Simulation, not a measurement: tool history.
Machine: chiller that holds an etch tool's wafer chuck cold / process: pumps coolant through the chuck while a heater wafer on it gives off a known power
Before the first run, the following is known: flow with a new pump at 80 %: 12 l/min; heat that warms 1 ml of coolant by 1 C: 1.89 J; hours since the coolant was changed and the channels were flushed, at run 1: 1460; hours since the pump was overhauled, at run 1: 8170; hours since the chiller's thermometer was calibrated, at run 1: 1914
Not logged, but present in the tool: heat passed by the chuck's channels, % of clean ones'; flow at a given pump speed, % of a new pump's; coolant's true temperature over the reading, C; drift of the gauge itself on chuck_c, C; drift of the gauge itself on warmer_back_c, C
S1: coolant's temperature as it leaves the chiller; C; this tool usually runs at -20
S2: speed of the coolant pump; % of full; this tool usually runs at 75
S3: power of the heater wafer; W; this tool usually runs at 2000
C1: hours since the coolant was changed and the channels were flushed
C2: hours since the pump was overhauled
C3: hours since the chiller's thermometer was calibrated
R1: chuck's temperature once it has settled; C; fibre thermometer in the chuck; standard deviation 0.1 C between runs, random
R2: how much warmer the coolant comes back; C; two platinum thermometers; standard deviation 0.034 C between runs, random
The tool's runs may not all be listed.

Run 1, hour 0: usual settings; C1 1460; C2 8170; C3 1914. Result: R1 -3.8 C, R2 6.47 C.
Run 2, hour 102.1: usual settings; C1 1562; C2 8272; C3 2016. Result: R1 -3.8 C, R2 6.4 C.
Run 3, hour 208.4: usual settings; C1 1669; C2 8378; C3 2123. Result: R1 -3.7 C, R2 6.49 C.
Run 4, hour 307.5: usual settings; C1 1768; C2 8477; C3 2222. Result: R1 -3.7 C, R2 6.44 C.
Run 5, hour 403.9: usual settings; C1 1864; C2 8574; C3 2318. Result: R1 -3.8 C, R2 6.43 C.
Run 6, hour 557.1: usual settings; C1 2017; C2 8727; C3 2471. Result: R1 -3.6 C, R2 6.43 C.
Run 7, hour 701.9: usual settings; C1 2162; C2 8872; C3 2616. Result: R1 -3.5 C, R2 6.49 C.
Run 8, hour 913.7: usual settings; C1 2374; C2 9083; C3 2828. Result: R1 -3.3 C, R2 6.44 C.
Run 9, hour 1023: usual settings; C1 2483; C2 9193; C3 2937. Result: R1 -3.3 C, R2 6.52 C.
Run 10, hour 1254: usual settings but S3 1929 W; C1 2714; C2 9424; C3 3168. Result: R1 -3.9 C, R2 6.27 C.
Run 11, hour 1358.2: usual settings but S1 -23 C, S3 1225 W; C1 2818; C2 9528; C3 3272. Result: R1 -12.5 C, R2 4.05 C.
Run 12, hour 1472.1: usual settings but S2 76 % of full, S3 2787 W; C1 2932; C2 9642; C3 3386. Result: R1 3.2 C, R2 8.98 C.
Run 13, hour 1633.2: usual settings but S2 76 % of full, S3 2787 W; C1 3093; C2 9803; C3 3547. Result: R1 3.2 C, R2 9.05 C.
At hour 1649: chiller's thermometer calibrated.
Run 14, hour 1788.7: usual settings but S1 -21 C, S2 66 % of full, S3 2771 W; C1 3248; C2 9957; C3 140. Result: R1 5.1 C, R2 10.42 C.
Run 15, hour 1976.7: usual settings but S1 -21 C, S2 66 % of full, S3 2771 W; C1 3436; C2 10145; C3 328. Result: R1 5.2 C, R2 10.44 C.
Run 16, hour 2128.4: usual settings but S1 -21 C, S2 69 % of full, S3 2771 W; C1 3588; C2 10297; C3 479. Result: R1 4.6 C, R2 9.97 C.
Run 17, hour 2297.3: usual settings but S1 -21 C, S2 69 % of full, S3 2771 W; C1 3756; C2 10466; C3 648. Result: R1 4.6 C, R2 10.05 C.
Run 18, hour 2499.8: usual settings but S1 -16 C, S2 71 % of full, S3 2416 W; C1 3959; C2 10669; C3 851. Result: R1 6.1 C, R2 8.52 C.
Run 19, hour 2636.6: usual settings but S1 -16 C, S2 71 % of full, S3 2416 W; C1 4096; C2 10805; C3 988. Result: R1 6 C, R2 8.54 C.
At hour 2792.2: chiller's thermometer calibrated, once more.
Run 20, hour 2809: usual settings but S1 -19 C, S2 89 % of full, S3 1701 W; C1 4267; C2 10977; C3 17. Result: R1 -6.3 C, R2 4.84 C.

Below are 4 alternative next runs, each starting from the tool's condition after run 20. Predict each:
Run A, hour 2946.4: usual settings but S1 -21 C, S2 79 % of full, S3 2773 W; C1 4405; C2 11114; C3 154. Result: R1 ?, R2 ?.
Run B, hour 2946.4: usual settings but S2 61 % of full, S3 1164 W; C1 4405; C2 11114; C3 154. Result: R1 ?, R2 ?.
Run C, hour 2946.4: usual settings but S2 88 % of full; C1 4405; C2 11114; C3 154. Result: R1 ?, R2 ?.
Run D, hour 2946.4: usual settings but S1 -22 C, S2 73 % of full, S3 2427 W; C1 4405; C2 11114; C3 154. Result: R1 ?, R2 ?.

run    R1    R2
  A   1.9  8.82
  B  -8.2   4.8
  C  -4.9  5.74
  D  -0.6  8.41
Take away the tool's hidden state, keep each run's random variation, and the runs would have read:
run     R1    R2
  A   -2.2  7.41
  B  -10.3  4.04
  C   -7.6  4.83
  D   -4.4  7.07

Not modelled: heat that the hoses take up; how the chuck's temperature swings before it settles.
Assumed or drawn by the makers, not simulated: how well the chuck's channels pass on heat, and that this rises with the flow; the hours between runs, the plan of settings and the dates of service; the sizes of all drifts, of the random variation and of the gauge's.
